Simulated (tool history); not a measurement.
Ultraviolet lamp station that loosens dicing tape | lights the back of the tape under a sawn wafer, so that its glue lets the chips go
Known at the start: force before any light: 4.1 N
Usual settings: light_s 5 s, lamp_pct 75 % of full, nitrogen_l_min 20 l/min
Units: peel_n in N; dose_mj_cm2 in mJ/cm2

run,hour,light_s,lamp_pct,nitrogen_l_min,peel_n,dose_mj_cm2
1,0.0,5,75,20,0.878,174
2,36.7,3,75,20,1.607,103
3,114.0,3,75,20,1.702,97
4,154.5,3,75,20,1.718,98
5,221.0,5,75,20,1.044,156
6,301.7,5,75,20,1.073,150
7,379.4,5,81,20,1.065,153
# hour 404.0: window cleaned of glue's vapour
8,447.5,6,81,20,0.729,202
9,517.3,6,81,20,0.776,190
10,585.9,2,97,31,1.971,73
11,665.3,5,96,20,0.903,170
12,736.4,5,96,39,0.824,162
13,813.1,2,68,26,2.711,43
14,893.8,5,80,33,1.218,122
# hour 942.4: lamp changed
15,952.4,3,66,20,1.534,105
16,994.2,3,66,20,1.577,103
17,1056.1,3,66,20,1.653,96

Measured less the same run without the tool's hidden state. The same run-to-run variation is in both; the gauge's scatter may not be:
The hidden state here: lamp's light, % of a new lamp's; light that the window lets through, % of a clean one's; drift of the gauge itself on peel_n, %; drift of the gauge itself on dose_mj_cm2, %.
run,peel_n,dose_mj_cm2
1,+0.221,-37
2,+0.314,-24
3,+0.383,-29
4,+0.415,-32
5,+0.380,-58
6,+0.438,-65
7,+0.482,-78
8,+0.298,-78
9,+0.347,-86
10,+0.595,-38
11,+0.467,-102
12,+0.465,-111
13,+0.757,-34
14,+0.726,-107
15,+0.119,-9
16,+0.152,-11
17,+0.201,-15
